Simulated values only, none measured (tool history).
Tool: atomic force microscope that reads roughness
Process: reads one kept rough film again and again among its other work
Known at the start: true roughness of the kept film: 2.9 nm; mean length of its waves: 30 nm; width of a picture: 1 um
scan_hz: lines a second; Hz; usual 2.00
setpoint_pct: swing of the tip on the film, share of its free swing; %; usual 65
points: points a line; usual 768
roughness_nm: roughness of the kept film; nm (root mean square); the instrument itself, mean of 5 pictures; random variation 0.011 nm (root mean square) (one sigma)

run 1 hour=0.0 | scan_hz=2.00 setpoint_pct=65 points=768 | roughness_nm=2.452
run 2 hour=31.2 | scan_hz=2.00 setpoint_pct=65 points=768 | roughness_nm=2.309
run 3 hour=62.3 | scan_hz=2.00 setpoint_pct=65 points=768 | roughness_nm=2.211
-- hour=87.0 new tip fitted
run 4 hour=95.4 | scan_hz=2.00 setpoint_pct=65 points=768 | roughness_nm=2.455
run 5 hour=133.1 | scan_hz=2.00 setpoint_pct=65 points=862 | roughness_nm=2.324
-- hour=183.6 new tip fitted
run 6 hour=183.6 | scan_hz=2.00 setpoint_pct=65 points=768 | roughness_nm=2.465
run 7 hour=237.4 | scan_hz=1.17 setpoint_pct=65 points=768 | roughness_nm=2.322
run 8 hour=270.1 | scan_hz=1.17 setpoint_pct=65 points=768 | roughness_nm=2.213
-- hour=274.3 height scale calibrated on a step standard
-- hour=283.5 new tip fitted
run 9 hour=309.3 | scan_hz=0.65 setpoint_pct=65 points=768 | roughness_nm=2.402
run 10 hour=353.0 | scan_hz=2.00 setpoint_pct=65 points=297 | roughness_nm=2.176
-- hour=381.0 new tip fitted
run 11 hour=398.1 | scan_hz=2.00 setpoint_pct=65 points=560 | roughness_nm=2.400
run 12 hour=453.5 | scan_hz=1.75 setpoint_pct=74 points=768 | roughness_nm=2.189
-- hour=481.5 new tip fitted
-- hour=490.3 height scale calibrated on a step standard, once more
run 13 hour=496.7 | scan_hz=1.85 setpoint_pct=59 points=431 | roughness_nm=2.439
run 14 hour=538.9 | scan_hz=1.00 setpoint_pct=78 points=431 | roughness_nm=2.256
-- hour=580.5 new tip fitted
run 15 hour=582.2 | scan_hz=2.21 setpoint_pct=57 points=428 | roughness_nm=2.503

The next listed run, before its measurement:
run 16 hour=635.8 | scan_hz=2.21 setpoint_pct=57 points=428 | roughness_nm=?

Run 16 gave roughness_nm 2.273 nm (root mean square).
Without the tool's hidden state the same run would have given roughness_nm 2.491 nm (root mean square).
